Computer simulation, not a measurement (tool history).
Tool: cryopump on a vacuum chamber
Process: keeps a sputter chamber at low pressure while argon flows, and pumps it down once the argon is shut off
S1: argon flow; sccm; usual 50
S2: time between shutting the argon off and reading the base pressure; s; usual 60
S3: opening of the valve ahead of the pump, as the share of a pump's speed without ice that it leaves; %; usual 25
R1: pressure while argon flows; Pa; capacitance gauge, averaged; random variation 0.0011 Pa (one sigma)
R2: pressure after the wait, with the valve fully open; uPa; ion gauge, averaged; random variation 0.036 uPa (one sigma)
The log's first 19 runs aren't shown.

| run | day | S1 | S2 | S3 | R1 | R2 |
|---|---|---|---|---|---|---|
|  | 20.433 | pump warmed up, emptied and cooled again |
| 20 | 21.067 | 51 | 280 | 25 | 0.2645 | 1.07 |
| 21 | 22.183 | 70 | 272 | 57 | 0.1604 | 1.13 |
| 22 | 23.279 | 28 | 60 | 51 | 0.0724 | 2.49 |
| 23 | 24.650 | 29 | 83 | 30 | 0.1266 | 2.03 |
| 24 | 25.446 | 36 | 155 | 40 | 0.1185 | 1.45 |
| 25 | 26.717 | 50 | 100 | 20 | 0.3248 | 1.91 |
| 26 | 28.033 | 50 | 100 | 20 | 0.3257 | 1.87 |
| 27 | 29.304 | 50 | 100 | 20 | 0.3282 | 1.85 |
| 28 | 30.250 | 29 | 243 | 48 | 0.0797 | 1.27 |
| 29 | 31.367 | 29 | 243 | 48 | 0.0818 | 1.29 |
| 30 | 32.067 | 50 | 133 | 39 | 0.1697 | 1.62 |
| 31 | 33.067 | 50 | 25 | 25 | 0.2624 | 5.21 |

Forecast run 32:
| 32 | 33.842 | 29 | 244 | 17 | ? | ? |

{"run 32": {"R1": 0.2238, "R2": 1.26}}
Without the tool's hidden state the same run would have given R1 0.2201 Pa, R2 0.64 uPa.
